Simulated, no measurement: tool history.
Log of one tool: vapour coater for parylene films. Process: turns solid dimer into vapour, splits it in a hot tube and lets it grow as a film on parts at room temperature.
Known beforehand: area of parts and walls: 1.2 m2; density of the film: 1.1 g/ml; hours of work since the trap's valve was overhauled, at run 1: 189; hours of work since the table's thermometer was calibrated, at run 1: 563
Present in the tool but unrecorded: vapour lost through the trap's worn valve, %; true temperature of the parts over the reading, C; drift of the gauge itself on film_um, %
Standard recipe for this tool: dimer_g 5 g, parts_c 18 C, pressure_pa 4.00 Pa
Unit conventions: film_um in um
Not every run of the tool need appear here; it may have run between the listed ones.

run	day	dimer_g	parts_c	pressure_pa	hours of work since the trap's valve was overhauled	hours of work since the table's thermometer was calibrated	film_um
1	0.000	5	18	4.00	189	563	2.36
2	0.517	5	18	4.00	199	573	2.33
3	0.954	5	18	3.49	208	581	2.34
4	1.600	5	18	3.49	220	594	2.33
5	2.458	5	18	3.49	237	610	2.34
6	3.233	5	18	3.49	251	625	2.31
7	3.821	5	18	3.49	263	636	2.34
8	4.467	5	18	3.49	275	649	2.27
9	5.275	5	18	4.00	291	664	2.23
# day 5.917: trap's valve overhauled
10	6.346	5	18	4.00	8	681	2.60
11	7.125	5	18	4.00	23	696	2.59
12	8.012	5	18	4.00	40	713	2.59
13	8.642	5	18	4.00	52	725	2.54
14	9.575	5	30	4.00	70	743	1.51
15	10.329	5	11	4.00	85	758	3.38
16	10.921	5	20	4.00	96	769	2.32
17	11.425	5	20	4.00	106	779	2.30
18	12.242	5	20	4.00	121	795	2.26
19	13.121	5	16	4.00	138	811	2.69
20	13.867	8	17	3.49	153	826	4.15
21	14.308	8	17	3.49	161	834	4.12
22	15.067	8	17	3.49	176	849	4.09
23	15.658	3	13	4.70	187	860	1.68
24	16.417	3	13	4.70	202	875	1.75
# day 16.512: table's thermometer calibrated
25	17.229	3	13	4.70	216	14	1.73
26	18.046	3	13	6.58	232	29	1.63
27	18.771	4	27	4.00	246	43	1.28
28	19.625	4	27	4.00	262	60	1.25
29	20.154	4	27	4.00	272	70	1.26
30	20.850	6	15	2.27	286	83	3.44
# day 21.775: trap's valve overhauled
31	21.838	6	15	6.79	1	99	3.32
# day 22.058: table's thermometer calibrated, once more
32	22.612	5	29	4.00	15	11	1.59
33	23.021	3	14	2.87	23	18	1.90
34	23.667	6	18	2.38	36	31	3.26
35	24.562	5	10	7.42	53	48	3.17
36	25.125	5	25	2.05	63	59	2.08
37	25.617	2	13	4.00	73	68	1.23

Hidden condition of the tool, last listed run before each entry between runs versus first listed run after:
Runs 9 to 10: trap's valve overhauled (day 5.917)
  vapour lost through the trap's worn valve, %: 15.4 -> 0.5; true temperature of the parts over the reading, C: -0.77 -> -0.79
  measured result minus the result with no hidden state, film_um: -0.32 -> +0.07 um
Runs 24 to 25: table's thermometer calibrated (day 16.512)
  vapour lost through the trap's worn valve, %: 9.9 -> 10.6; true temperature of the parts over the reading, C: -0.93 -> -1.26
  measured result minus the result with no hidden state, film_um: -0.11 -> -0.10 um
Runs 30 to 31: trap's valve overhauled (day 21.775)
  vapour lost through the trap's worn valve, %: 14.1 -> 0.4; true temperature of the parts over the reading, C: -1.31 -> -1.32
  measured result minus the result with no hidden state, film_um: -0.35 -> +0.17 um
Runs 31 to 32: table's thermometer calibrated, once more (day 22.058)
  vapour lost through the trap's worn valve, %: 0.4 -> 1.1; true temperature of the parts over the reading, C: -1.32 -> -0.22
  measured result minus the result with no hidden state, film_um: +0.17 -> +0.00 um
